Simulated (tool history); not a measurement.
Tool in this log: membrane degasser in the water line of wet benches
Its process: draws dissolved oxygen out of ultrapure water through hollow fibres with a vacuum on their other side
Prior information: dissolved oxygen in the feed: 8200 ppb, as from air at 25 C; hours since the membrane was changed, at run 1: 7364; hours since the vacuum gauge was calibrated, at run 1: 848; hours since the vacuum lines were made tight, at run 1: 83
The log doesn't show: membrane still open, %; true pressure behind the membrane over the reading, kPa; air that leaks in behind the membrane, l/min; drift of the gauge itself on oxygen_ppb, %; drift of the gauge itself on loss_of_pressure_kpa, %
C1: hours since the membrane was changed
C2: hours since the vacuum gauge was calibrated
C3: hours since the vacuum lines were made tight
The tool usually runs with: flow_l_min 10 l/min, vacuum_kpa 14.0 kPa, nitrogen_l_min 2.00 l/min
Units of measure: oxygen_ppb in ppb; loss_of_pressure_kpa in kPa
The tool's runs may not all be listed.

{"run": 1, "hour": 0.0, "flow_l_min": 10, "vacuum_kpa": 14.0, "nitrogen_l_min": 2.0, "C1": 7364, "C2": 848, "C3": 83, "oxygen_ppb": 145.2, "loss_of_pressure_kpa": 38.34}
{"run": 2, "hour": 160.3, "flow_l_min": 10, "vacuum_kpa": 14.0, "nitrogen_l_min": 2.0, "C1": 7524, "C2": 1008, "C3": 243, "oxygen_ppb": 146.1, "loss_of_pressure_kpa": 38.69}
{"run": 3, "hour": 287.0, "flow_l_min": 10, "vacuum_kpa": 14.0, "nitrogen_l_min": 2.0, "C1": 7651, "C2": 1135, "C3": 370, "oxygen_ppb": 148.3, "loss_of_pressure_kpa": 38.66}
{"run": 4, "hour": 468.1, "flow_l_min": 10, "vacuum_kpa": 14.0, "nitrogen_l_min": 2.0, "C1": 7832, "C2": 1316, "C3": 551, "oxygen_ppb": 149.4, "loss_of_pressure_kpa": 38.51}
{"run": 5, "hour": 643.7, "flow_l_min": 10, "vacuum_kpa": 14.0, "nitrogen_l_min": 2.0, "C1": 8008, "C2": 1491, "C3": 727, "oxygen_ppb": 149.7, "loss_of_pressure_kpa": 38.84}
{"run": 6, "hour": 870.9, "flow_l_min": 10, "vacuum_kpa": 34.7, "nitrogen_l_min": 2.0, "C1": 8235, "C2": 1719, "C3": 954, "oxygen_ppb": 390.7, "loss_of_pressure_kpa": 38.68}
{"run": 7, "hour": 1035.2, "flow_l_min": 10, "vacuum_kpa": 34.7, "nitrogen_l_min": 2.0, "C1": 8399, "C2": 1883, "C3": 1118, "oxygen_ppb": 391.5, "loss_of_pressure_kpa": 38.58}
{"run": 8, "hour": 1166.4, "flow_l_min": 10, "vacuum_kpa": 34.7, "nitrogen_l_min": 2.0, "C1": 8530, "C2": 2014, "C3": 1250, "oxygen_ppb": 389.4, "loss_of_pressure_kpa": 38.74}
{"run": 9, "hour": 1397.1, "flow_l_min": 10, "vacuum_kpa": 34.7, "nitrogen_l_min": 2.0, "C1": 8761, "C2": 2245, "C3": 1480, "oxygen_ppb": 388.1, "loss_of_pressure_kpa": 38.91}
{"run": 10, "hour": 1608.8, "flow_l_min": 10, "vacuum_kpa": 34.7, "nitrogen_l_min": 2.0, "C1": 8973, "C2": 2456, "C3": 1692, "oxygen_ppb": 383.8, "loss_of_pressure_kpa": 38.96}
{"run": 11, "hour": 1778.5, "flow_l_min": 10, "vacuum_kpa": 12.1, "nitrogen_l_min": 2.0, "C1": 9143, "C2": 2626, "C3": 1862, "oxygen_ppb": 126.8, "loss_of_pressure_kpa": 39.34}
{"run": 12, "hour": 1947.5, "flow_l_min": 10, "vacuum_kpa": 15.6, "nitrogen_l_min": 2.0, "C1": 9312, "C2": 2795, "C3": 2031, "oxygen_ppb": 170.3, "loss_of_pressure_kpa": 39.06}
{"run": 13, "hour": 2218.2, "flow_l_min": 10, "vacuum_kpa": 15.6, "nitrogen_l_min": 2.0, "C1": 9582, "C2": 3066, "C3": 2301, "oxygen_ppb": 170.1, "loss_of_pressure_kpa": 39.1}
{"run": 14, "hour": 2374.6, "flow_l_min": 10, "vacuum_kpa": 15.6, "nitrogen_l_min": 2.0, "C1": 9739, "C2": 3222, "C3": 2458, "oxygen_ppb": 171.5, "loss_of_pressure_kpa": 38.85}
{"run": 15, "hour": 2650.9, "flow_l_min": 10, "vacuum_kpa": 15.6, "nitrogen_l_min": 2.0, "C1": 10015, "C2": 3499, "C3": 2734, "oxygen_ppb": 171.4, "loss_of_pressure_kpa": 39.14}
{"run": 16, "hour": 2802.5, "flow_l_min": 10, "vacuum_kpa": 15.6, "nitrogen_l_min": 2.0, "C1": 10167, "C2": 3650, "C3": 2886, "oxygen_ppb": 171.9, "loss_of_pressure_kpa": 39.58}
{"run": 17, "hour": 3045.7, "flow_l_min": 12, "vacuum_kpa": 14.0, "nitrogen_l_min": 2.0, "C1": 10410, "C2": 3893, "C3": 3129, "oxygen_ppb": 192.8, "loss_of_pressure_kpa": 47.07}
{"run": 18, "hour": 3210.6, "flow_l_min": 10, "vacuum_kpa": 17.4, "nitrogen_l_min": 2.0, "C1": 10575, "C2": 4058, "C3": 3294, "oxygen_ppb": 193.4, "loss_of_pressure_kpa": 39.2}
{"run": 19, "hour": 3488.0, "flow_l_min": 14, "vacuum_kpa": 22.4, "nitrogen_l_min": 1.55, "C1": 10852, "C2": 4336, "C3": 3571, "oxygen_ppb": 445.4, "loss_of_pressure_kpa": 54.83}
{"run": 20, "hour": 3749.3, "flow_l_min": 16, "vacuum_kpa": 17.2, "nitrogen_l_min": 3.5, "C1": 11113, "C2": 4597, "C3": 3832, "oxygen_ppb": 218.1, "loss_of_pressure_kpa": 62.89}
{"hour": 3764.3, "done": "vacuum gauge calibrated"}
{"run": 21, "hour": 3966.6, "flow_l_min": 16, "vacuum_kpa": 9.1, "nitrogen_l_min": 5.57, "C1": 11330, "C2": 202, "C3": 4049, "oxygen_ppb": 103.7, "loss_of_pressure_kpa": 63.17}
{"run": 22, "hour": 4157.6, "flow_l_min": 6, "vacuum_kpa": 32.1, "nitrogen_l_min": 1.89, "C1": 11521, "C2": 393, "C3": 4240, "oxygen_ppb": 243.1, "loss_of_pressure_kpa": 23.7}
{"run": 23, "hour": 4421.9, "flow_l_min": 6, "vacuum_kpa": 32.1, "nitrogen_l_min": 1.89, "C1": 11785, "C2": 658, "C3": 4505, "oxygen_ppb": 231.4, "loss_of_pressure_kpa": 23.86}
{"run": 24, "hour": 4638.0, "flow_l_min": 6, "vacuum_kpa": 32.1, "nitrogen_l_min": 1.89, "C1": 12002, "C2": 874, "C3": 4721, "oxygen_ppb": 240.4, "loss_of_pressure_kpa": 23.8}
{"run": 25, "hour": 4879.2, "flow_l_min": 13, "vacuum_kpa": 32.1, "nitrogen_l_min": 2.92, "C1": 12243, "C2": 1115, "C3": 4962, "oxygen_ppb": 346.8, "loss_of_pressure_kpa": 51.62}
{"hour": 4903.5, "done": "vacuum gauge calibrated, once more"}
{"run": 26, "hour": 5026.0, "flow_l_min": 10, "vacuum_kpa": 32.1, "nitrogen_l_min": 3.45, "C1": 12389, "C2": 123, "C3": 5108, "oxygen_ppb": 227.6, "loss_of_pressure_kpa": 39.43}
{"run": 27, "hour": 5227.3, "flow_l_min": 9, "vacuum_kpa": 11.0, "nitrogen_l_min": 3.93, "C1": 12590, "C2": 324, "C3": 5309, "oxygen_ppb": 60.6, "loss_of_pressure_kpa": 35.66}
{"run": 28, "hour": 5450.8, "flow_l_min": 10, "vacuum_kpa": 20.8, "nitrogen_l_min": 2.38, "C1": 12814, "C2": 547, "C3": 5533, "oxygen_ppb": 198.6, "loss_of_pressure_kpa": 40.13}
{"run": 29, "hour": 5607.2, "flow_l_min": 10, "vacuum_kpa": 20.8, "nitrogen_l_min": 2.38, "C1": 12970, "C2": 704, "C3": 5689, "oxygen_ppb": 204.7, "loss_of_pressure_kpa": 39.69}
{"run": 30, "hour": 5786.1, "flow_l_min": 14, "vacuum_kpa": 20.8, "nitrogen_l_min": 3.27, "C1": 13149, "C2": 883, "C3": 5868, "oxygen_ppb": 228.9, "loss_of_pressure_kpa": 55.83}
{"run": 31, "hour": 5908.5, "flow_l_min": 14, "vacuum_kpa": 20.8, "nitrogen_l_min": 3.27, "C1": 13272, "C2": 1005, "C3": 5991, "oxygen_ppb": 228.6, "loss_of_pressure_kpa": 55.98}

3 ways to go on from here, each from the tool as it stands after run 31. What would each give?
{"run": "A", "hour": 6117.4, "flow_l_min": 12, "vacuum_kpa": 14.0, "nitrogen_l_min": 4.84, "C1": 13480, "C2": 1214, "C3": 6199, "oxygen_ppb": "?", "loss_of_pressure_kpa": "?"}
{"run": "B", "hour": 6117.4, "flow_l_min": 14, "vacuum_kpa": 29.1, "nitrogen_l_min": 2.0, "C1": 13480, "C2": 1214, "C3": 6199, "oxygen_ppb": "?", "loss_of_pressure_kpa": "?"}
{"run": "C", "hour": 6117.4, "flow_l_min": 7, "vacuum_kpa": 33.1, "nitrogen_l_min": 3.01, "C1": 13480, "C2": 1214, "C3": 6199, "oxygen_ppb": "?", "loss_of_pressure_kpa": "?"}

run=A oxygen_ppb=98.9 loss_of_pressure_kpa=47.63
run=B oxygen_ppb=463.6 loss_of_pressure_kpa=55.70
run=C oxygen_ppb=186.8 loss_of_pressure_kpa=27.89
Stripped of hidden state, with their random variation kept, the same runs would have yielded:
run=A oxygen_ppb=85.5 loss_of_pressure_kpa=44.15
run=B oxygen_ppb=439.1 loss_of_pressure_kpa=51.65
run=C oxygen_ppb=174.3 loss_of_pressure_kpa=25.86

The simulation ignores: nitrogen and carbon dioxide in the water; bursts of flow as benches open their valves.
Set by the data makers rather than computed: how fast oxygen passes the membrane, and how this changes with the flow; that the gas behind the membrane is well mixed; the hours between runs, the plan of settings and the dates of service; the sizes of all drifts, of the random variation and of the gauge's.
